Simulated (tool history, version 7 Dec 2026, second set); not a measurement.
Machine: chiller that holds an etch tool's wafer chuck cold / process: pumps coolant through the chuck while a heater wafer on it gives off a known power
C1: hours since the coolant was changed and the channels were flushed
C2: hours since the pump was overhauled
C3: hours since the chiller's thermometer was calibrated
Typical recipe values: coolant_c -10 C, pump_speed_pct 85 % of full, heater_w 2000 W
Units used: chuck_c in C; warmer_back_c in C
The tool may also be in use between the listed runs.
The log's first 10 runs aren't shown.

run 11 hour=479.9 | coolant_c=-10 pump_speed_pct=85 heater_w=1752 | C1=4281 C2=726 C3=1525 | chuck_c=3.2 warmer_back_c=3.92
run 12 hour=532.0 | coolant_c=-10 pump_speed_pct=93 heater_w=2000 | C1=4333 C2=778 C3=1577 | chuck_c=4.1 warmer_back_c=4.12
run 13 hour=560.3 | coolant_c=-1 pump_speed_pct=93 heater_w=2000 | C1=4361 C2=806 C3=1605 | chuck_c=13.2 warmer_back_c=4.08
run 14 hour=616.5 | coolant_c=-1 pump_speed_pct=93 heater_w=2000 | C1=4418 C2=862 C3=1661 | chuck_c=13.2 warmer_back_c=4.10
run 15 hour=680.4 | coolant_c=-1 pump_speed_pct=93 heater_w=2000 | C1=4481 C2=926 C3=1725 | chuck_c=13.3 warmer_back_c=4.11
run 16 hour=728.8 | coolant_c=-1 pump_speed_pct=93 heater_w=1454 | C1=4530 C2=974 C3=1774 | chuck_c=9.3 warmer_back_c=2.95
run 17 hour=755.4 | coolant_c=-16 pump_speed_pct=84 heater_w=1777 | C1=4557 C2=1001 C3=1800 | chuck_c=-2.4 warmer_back_c=4.04
run 18 hour=805.0 | coolant_c=-16 pump_speed_pct=84 heater_w=1777 | C1=4606 C2=1051 C3=1850 | chuck_c=-2.4 warmer_back_c=4.01
run 19 hour=842.5 | coolant_c=-12 pump_speed_pct=84 heater_w=1901 | C1=4644 C2=1088 C3=1887 | chuck_c=2.5 warmer_back_c=4.31
run 20 hour=870.1 | coolant_c=-1 pump_speed_pct=71 heater_w=1981 | C1=4671 C2=1116 C3=1915 | chuck_c=16.4 warmer_back_c=5.28
run 21 hour=931.3 | coolant_c=-1 pump_speed_pct=71 heater_w=1981 | C1=4732 C2=1177 C3=1976 | chuck_c=16.5 warmer_back_c=5.28
run 22 hour=996.7 | coolant_c=-17 pump_speed_pct=85 heater_w=2793 | C1=4798 C2=1242 C3=2041 | chuck_c=4.0 warmer_back_c=6.16
run 23 hour=1058.2 | coolant_c=-17 pump_speed_pct=85 heater_w=2793 | C1=4859 C2=1304 C3=2103 | chuck_c=4.1 warmer_back_c=6.19
run 24 hour=1116.2 | coolant_c=-12 pump_speed_pct=75 heater_w=2000 | C1=4917 C2=1362 C3=2161 | chuck_c=4.8 warmer_back_c=5.05
run 25 hour=1177.9 | coolant_c=-12 pump_speed_pct=75 heater_w=2000 | C1=4979 C2=1424 C3=2223 | chuck_c=4.8 warmer_back_c=5.02
run 26 hour=1215.4 | coolant_c=-10 pump_speed_pct=70 heater_w=2806 | C1=5016 C2=1461 C3=2260 | chuck_c=14.8 warmer_back_c=7.61
run 27 hour=1262.9 | coolant_c=-10 pump_speed_pct=70 heater_w=2806 | C1=5064 C2=1509 C3=2308 | chuck_c=14.9 warmer_back_c=7.59

What does the tool deliver on the next run?
run 28 hour=1296.9 | coolant_c=-9 pump_speed_pct=85 heater_w=2000 | C1=5098 C2=1543 C3=2342 | chuck_c=? warmer_back_c=?

{"run 28": {"chuck_c": 6.1, "warmer_back_c": 4.46}}
On a tool with no hidden condition, and with the same random variation, this run would have come out at chuck_c 6.1 C, warmer_back_c 4.45 C.
